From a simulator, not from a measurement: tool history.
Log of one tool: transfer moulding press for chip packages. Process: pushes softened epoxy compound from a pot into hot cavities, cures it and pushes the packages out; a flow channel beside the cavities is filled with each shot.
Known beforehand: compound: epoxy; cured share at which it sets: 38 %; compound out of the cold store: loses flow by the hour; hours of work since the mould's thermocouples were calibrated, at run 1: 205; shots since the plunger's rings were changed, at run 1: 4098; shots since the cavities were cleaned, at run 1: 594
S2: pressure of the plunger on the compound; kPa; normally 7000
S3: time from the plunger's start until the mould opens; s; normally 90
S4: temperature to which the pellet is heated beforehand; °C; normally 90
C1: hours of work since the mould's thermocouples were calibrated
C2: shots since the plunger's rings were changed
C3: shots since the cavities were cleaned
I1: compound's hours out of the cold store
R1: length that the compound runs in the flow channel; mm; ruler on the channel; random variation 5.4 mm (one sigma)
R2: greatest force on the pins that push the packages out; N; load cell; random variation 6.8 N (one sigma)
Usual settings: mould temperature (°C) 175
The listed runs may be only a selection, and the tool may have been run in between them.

{"run": 1, "day": 0.0, "mould temperature (°C)": 175, "S2": 7000, "S3": 90, "S4": 90, "C1": 205, "C2": 4098, "C3": 594, "I1": 33.4, "R1": 517, "R2": 502}
{"run": 2, "day": 0.542, "mould temperature (°C)": 175, "S2": 7000, "S3": 90, "S4": 90, "C1": 213, "C2": 4261, "C3": 757, "I1": 43.3, "R1": 504, "R2": 554}
{"day": 0.675, "done": "cavities cleaned with cleaning compound and waxed"}
{"run": 3, "day": 1.396, "mould temperature (°C)": 175, "S2": 7000, "S3": 123, "S4": 90, "C1": 226, "C2": 4500, "C3": 218, "I1": 10.5, "R1": 549, "R2": 604}
{"run": 4, "day": 2.104, "mould temperature (°C)": 175, "S2": 7000, "S3": 123, "S4": 90, "C1": 237, "C2": 4713, "C3": 431, "I1": 27.5, "R1": 511, "R2": 591}
{"run": 5, "day": 2.675, "mould temperature (°C)": 175, "S2": 7000, "S3": 123, "S4": 90, "C1": 246, "C2": 4886, "C3": 604, "I1": 21, "R1": 533, "R2": 598}
{"run": 6, "day": 3.096, "mould temperature (°C)": 175, "S2": 7000, "S3": 123, "S4": 90, "C1": 253, "C2": 5012, "C3": 730, "I1": 14.7, "R1": 544, "R2": 554}
{"day": 3.292, "done": "cavities cleaned with cleaning compound and waxed"}
{"day": 3.829, "done": "cavities cleaned with cleaning compound and waxed, once more"}
{"run": 7, "day": 3.854, "mould temperature (°C)": 175, "S2": 7000, "S3": 123, "S4": 90, "C1": 263, "C2": 5203, "C3": 8, "I1": 24.5, "R1": 525, "R2": 257}

Run 8, settings as shown, results not yet in. Your forecast:
{"run": 8, "day": 4.625, "mould temperature (°C)": 171, "S2": 8550, "S3": 90, "S4": 90, "C1": 276, "C2": 5436, "C3": 241, "I1": 22.6, "R1": "?", "R2": "?"}

Run 8 yielded R1 580 mm, R2 512 N.
With the hidden condition absent and the run-to-run variation left alone, this run would have shown R1 630 mm, R2 337 N.
